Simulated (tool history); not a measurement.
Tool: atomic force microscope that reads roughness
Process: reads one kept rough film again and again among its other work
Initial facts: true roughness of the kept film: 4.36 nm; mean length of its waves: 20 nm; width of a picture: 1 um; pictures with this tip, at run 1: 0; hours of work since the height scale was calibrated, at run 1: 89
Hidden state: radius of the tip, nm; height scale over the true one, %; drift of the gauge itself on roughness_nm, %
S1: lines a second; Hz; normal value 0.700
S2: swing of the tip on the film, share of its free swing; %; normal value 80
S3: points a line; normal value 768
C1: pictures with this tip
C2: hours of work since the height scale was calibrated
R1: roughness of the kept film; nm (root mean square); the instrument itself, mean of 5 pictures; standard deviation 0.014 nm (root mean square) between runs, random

Run 1, hour 0.0: usual settings; C1 0; C2 89. Result: R1 3.312 nm (root mean square).
Run 2, hour 13.2: usual settings but S1 1.597 Hz; C1 11; C2 96. Result: R1 2.954 nm (root mean square).
Run 3, hour 24.2: usual settings but S1 3.200 Hz; C1 20; C2 102. Result: R1 2.538 nm (root mean square).
Run 4, hour 41.7: usual settings but S1 3.200 Hz; C1 34; C2 111. Result: R1 2.446 nm (root mean square).
Run 5, hour 58.8: usual settings but S1 3.200 Hz; C1 49; C2 120. Result: R1 2.377 nm (root mean square).
Run 6, hour 77.9: usual settings but S1 3.200 Hz; C1 64; C2 131. Result: R1 2.267 nm (root mean square).
Run 7, hour 92.4: usual settings but S1 1.197 Hz, S3 331; C1 76; C2 138. Result: R1 2.615 nm (root mean square).
Run 8, hour 105.3: usual settings but S3 518; C1 87; C2 145. Result: R1 2.708 nm (root mean square).

For run 9, what comes out?
At hour 110.0: new tip fitted.
Run 9, hour 116.3: usual settings but S3 518; C1 5; C2 151. Result: R1 ?.

Run 9 measured R1 3.248 nm (root mean square).
Without the tool's hidden state the same run would have given R1 3.295 nm (root mean square).
